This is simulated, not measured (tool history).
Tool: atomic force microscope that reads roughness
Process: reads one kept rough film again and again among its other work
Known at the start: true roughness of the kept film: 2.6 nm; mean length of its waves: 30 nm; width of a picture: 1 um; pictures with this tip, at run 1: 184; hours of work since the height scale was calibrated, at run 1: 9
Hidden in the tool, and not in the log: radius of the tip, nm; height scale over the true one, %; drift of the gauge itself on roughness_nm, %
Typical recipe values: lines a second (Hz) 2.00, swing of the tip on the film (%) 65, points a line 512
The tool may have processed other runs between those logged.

| run | day | lines a second (Hz) | swing of the tip on the film (%) | points a line | pictures with this tip | hours of work since the height scale was calibrated | roughness of the kept film (nm (root mean square)) |
|---|---|---|---|---|---|---|---|
| 1 | 0.000 | 2.00 | 65 | 512 | 184 | 9 | 2.022 |
| 2 | 0.679 | 2.00 | 65 | 512 | 197 | 17 | 1.987 |
| 3 | 1.496 | 2.00 | 65 | 512 | 212 | 27 | 1.994 |
| 4 | 1.942 | 2.00 | 65 | 704 | 221 | 32 | 1.970 |
| 5 | 2.875 | 2.00 | 65 | 704 | 239 | 44 | 1.951 |
| 6 | 3.754 | 2.00 | 65 | 704 | 255 | 54 | 1.925 |
| 7 | 4.229 | 2.00 | 65 | 512 | 265 | 60 | 1.904 |
| 8 | 4.862 | 2.00 | 65 | 512 | 277 | 68 | 1.901 |
| 9 | 5.792 | 2.00 | 59 | 912 | 294 | 79 | 1.917 |
|  | 6.125 | new tip fitted |
| 10 | 6.267 | 2.16 | 57 | 745 | 3 | 85 | 2.317 |
| 11 | 6.862 | 2.00 | 65 | 615 | 14 | 92 | 2.262 |
| 12 | 7.279 | 1.54 | 90 | 615 | 22 | 97 | 2.109 |
| 13 | 7.725 | 1.54 | 77 | 827 | 31 | 103 | 2.225 |

Here are 5 independent what-if runs from the current tool condition. What would each one return?
| A | 8.342 | 1.87 | 55 | 662 | 42 | 110 | ? |
| B | 8.342 | 1.54 | 77 | 674 | 42 | 110 | ? |
| C | 8.342 | 2.00 | 67 | 512 | 42 | 110 | ? |
| D | 8.342 | 0.58 | 65 | 322 | 42 | 110 | ? |
| E | 8.342 | 2.07 | 72 | 381 | 42 | 110 | ? |

| run | roughness of the kept film (nm (root mean square)) |
|---|---|
| A | 2.286 |
| B | 2.181 |
| C | 2.221 |
| D | 2.267 |
| E | 2.173 |
What these runs would have given with no unlogged condition in the tool:
| run | roughness of the kept film (nm (root mean square)) |
|---|---|
| A | 2.364 |
| B | 2.255 |
| C | 2.296 |
| D | 2.344 |
| E | 2.247 |

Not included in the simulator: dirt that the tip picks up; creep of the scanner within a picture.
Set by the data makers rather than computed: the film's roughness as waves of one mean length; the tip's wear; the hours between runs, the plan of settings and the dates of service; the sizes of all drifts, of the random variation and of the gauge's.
